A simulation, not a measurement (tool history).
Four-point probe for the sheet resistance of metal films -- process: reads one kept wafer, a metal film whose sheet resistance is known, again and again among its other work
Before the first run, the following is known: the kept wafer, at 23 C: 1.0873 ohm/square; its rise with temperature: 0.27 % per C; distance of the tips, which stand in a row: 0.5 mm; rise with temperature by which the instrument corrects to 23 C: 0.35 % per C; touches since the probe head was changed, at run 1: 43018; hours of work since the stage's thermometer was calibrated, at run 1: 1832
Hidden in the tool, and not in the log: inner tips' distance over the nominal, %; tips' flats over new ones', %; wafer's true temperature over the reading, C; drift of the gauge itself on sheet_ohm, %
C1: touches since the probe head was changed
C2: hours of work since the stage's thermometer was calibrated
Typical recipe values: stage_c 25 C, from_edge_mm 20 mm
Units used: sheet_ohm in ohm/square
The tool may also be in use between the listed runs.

{"run": 1, "hour": 0.0, "stage_c": 25, "from_edge_mm": 20, "C1": 43018, "C2": 1832, "sheet_ohm": 1.0905}
{"run": 2, "hour": 67.7, "stage_c": 25, "from_edge_mm": 20, "C1": 43925, "C2": 1876, "sheet_ohm": 1.090646}
{"run": 3, "hour": 155.7, "stage_c": 20, "from_edge_mm": 20, "C1": 45102, "C2": 1933, "sheet_ohm": 1.094867}
{"run": 4, "hour": 229.7, "stage_c": 25, "from_edge_mm": 20, "C1": 46093, "C2": 1981, "sheet_ohm": 1.09108}
{"run": 5, "hour": 302.3, "stage_c": 25, "from_edge_mm": 20, "C1": 47065, "C2": 2028, "sheet_ohm": 1.090772}
{"hour": 383.5, "done": "stage's thermometer calibrated"}
{"run": 6, "hour": 395.5, "stage_c": 25, "from_edge_mm": 20, "C1": 48306, "C2": 8, "sheet_ohm": 1.09163}
{"run": 7, "hour": 480.0, "stage_c": 25, "from_edge_mm": 20, "C1": 49437, "C2": 63, "sheet_ohm": 1.092048}
{"run": 8, "hour": 531.6, "stage_c": 25, "from_edge_mm": 20, "C1": 50128, "C2": 96, "sheet_ohm": 1.091489}
{"run": 9, "hour": 593.9, "stage_c": 25, "from_edge_mm": 6, "C1": 50962, "C2": 136, "sheet_ohm": 1.095417}
{"run": 10, "hour": 662.2, "stage_c": 25, "from_edge_mm": 6, "C1": 51875, "C2": 181, "sheet_ohm": 1.09575}
{"run": 11, "hour": 726.4, "stage_c": 25, "from_edge_mm": 6, "C1": 52735, "C2": 222, "sheet_ohm": 1.095501}
{"run": 12, "hour": 832.7, "stage_c": 25, "from_edge_mm": 6, "C1": 54158, "C2": 291, "sheet_ohm": 1.096007}
{"run": 13, "hour": 954.1, "stage_c": 25, "from_edge_mm": 6, "C1": 55783, "C2": 370, "sheet_ohm": 1.096111}

Forecast run 14:
{"hour": 974.5, "done": "stage's thermometer calibrated, once more"}
{"run": 14, "hour": 1046.5, "stage_c": 25, "from_edge_mm": 29, "C1": 57013, "C2": 47, "sheet_ohm": "?"}

Run 14 yielded sheet_ohm 1.089476 ohm/square.
Were there no unlogged condition in the tool, this run, its random variation unchanged, would have produced sheet_ohm 1.086078 ohm/square.
